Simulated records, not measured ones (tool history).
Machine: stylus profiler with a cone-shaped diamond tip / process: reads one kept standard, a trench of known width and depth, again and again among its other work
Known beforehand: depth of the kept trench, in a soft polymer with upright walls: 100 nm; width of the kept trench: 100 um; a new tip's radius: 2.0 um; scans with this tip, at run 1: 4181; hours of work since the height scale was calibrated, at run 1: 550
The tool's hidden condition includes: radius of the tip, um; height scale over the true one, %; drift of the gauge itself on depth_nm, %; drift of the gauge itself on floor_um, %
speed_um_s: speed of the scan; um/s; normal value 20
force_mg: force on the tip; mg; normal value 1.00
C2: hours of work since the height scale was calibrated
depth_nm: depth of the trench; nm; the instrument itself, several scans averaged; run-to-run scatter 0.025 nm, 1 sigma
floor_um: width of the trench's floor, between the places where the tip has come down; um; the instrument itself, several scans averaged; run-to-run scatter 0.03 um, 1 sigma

run 1 hour=0.0 | speed_um_s=20 force_mg=1.00 | scans_with_this_tip=4181 C2=550 | depth_nm=100.58 floor_um=98.45
run 2 hour=50.6 | speed_um_s=20 force_mg=1.00 | scans_with_this_tip=4458 C2=587 | depth_nm=100.56 floor_um=98.42
run 3 hour=101.0 | speed_um_s=20 force_mg=1.00 | scans_with_this_tip=4733 C2=623 | depth_nm=100.60 floor_um=98.38
run 4 hour=134.8 | speed_um_s=20 force_mg=0.40 | scans_with_this_tip=4918 C2=647 | depth_nm=100.24 floor_um=98.30
run 5 hour=158.2 | speed_um_s=20 force_mg=0.40 | scans_with_this_tip=5046 C2=664 | depth_nm=100.27 floor_um=98.32
run 6 hour=190.0 | speed_um_s=20 force_mg=0.40 | scans_with_this_tip=5220 C2=687 | depth_nm=100.17 floor_um=98.31
run 7 hour=246.3 | speed_um_s=20 force_mg=0.78 | scans_with_this_tip=5528 C2=727 | depth_nm=100.44 floor_um=98.32
run 8 hour=275.6 | speed_um_s=20 force_mg=1.00 | scans_with_this_tip=5688 C2=748 | depth_nm=100.55 floor_um=98.32
run 9 hour=310.4 | speed_um_s=20 force_mg=1.00 | scans_with_this_tip=5879 C2=774 | depth_nm=100.52 floor_um=98.31
run 10 hour=358.5 | speed_um_s=20 force_mg=1.00 | scans_with_this_tip=6142 C2=808 | depth_nm=100.53 floor_um=98.31
run 11 hour=382.3 | speed_um_s=20 force_mg=1.00 | scans_with_this_tip=6272 C2=825 | depth_nm=100.56 floor_um=98.25
run 12 hour=432.4 | speed_um_s=12 force_mg=1.76 | scans_with_this_tip=6546 C2=861 | depth_nm=100.85 floor_um=98.35
run 13 hour=477.4 | speed_um_s=20 force_mg=2.44 | scans_with_this_tip=6792 C2=894 | depth_nm=101.06 floor_um=98.34
run 14 hour=516.2 | speed_um_s=25 force_mg=0.97 | scans_with_this_tip=7005 C2=922 | depth_nm=100.48 floor_um=98.23
run 15 hour=564.4 | speed_um_s=20 force_mg=0.97 | scans_with_this_tip=7269 C2=956 | depth_nm=100.52 floor_um=98.24
run 16 hour=592.8 | speed_um_s=12 force_mg=0.40 | scans_with_this_tip=7424 C2=977 | depth_nm=100.16 floor_um=98.23
run 17 hour=641.0 | speed_um_s=26 force_mg=1.30 | scans_with_this_tip=7688 C2=1012 | depth_nm=100.64 floor_um=98.19

Expected results for the next run?
run 18 hour=674.9 | speed_um_s=6 force_mg=1.97 | scans_with_this_tip=7873 C2=1036 | depth_nm=? floor_um=?

depth_nm: 100.93 nm
floor_um: 98.27 um
With no hidden state in the tool, this same run would have given depth_nm 101.17 nm, floor_um 98.71 um.

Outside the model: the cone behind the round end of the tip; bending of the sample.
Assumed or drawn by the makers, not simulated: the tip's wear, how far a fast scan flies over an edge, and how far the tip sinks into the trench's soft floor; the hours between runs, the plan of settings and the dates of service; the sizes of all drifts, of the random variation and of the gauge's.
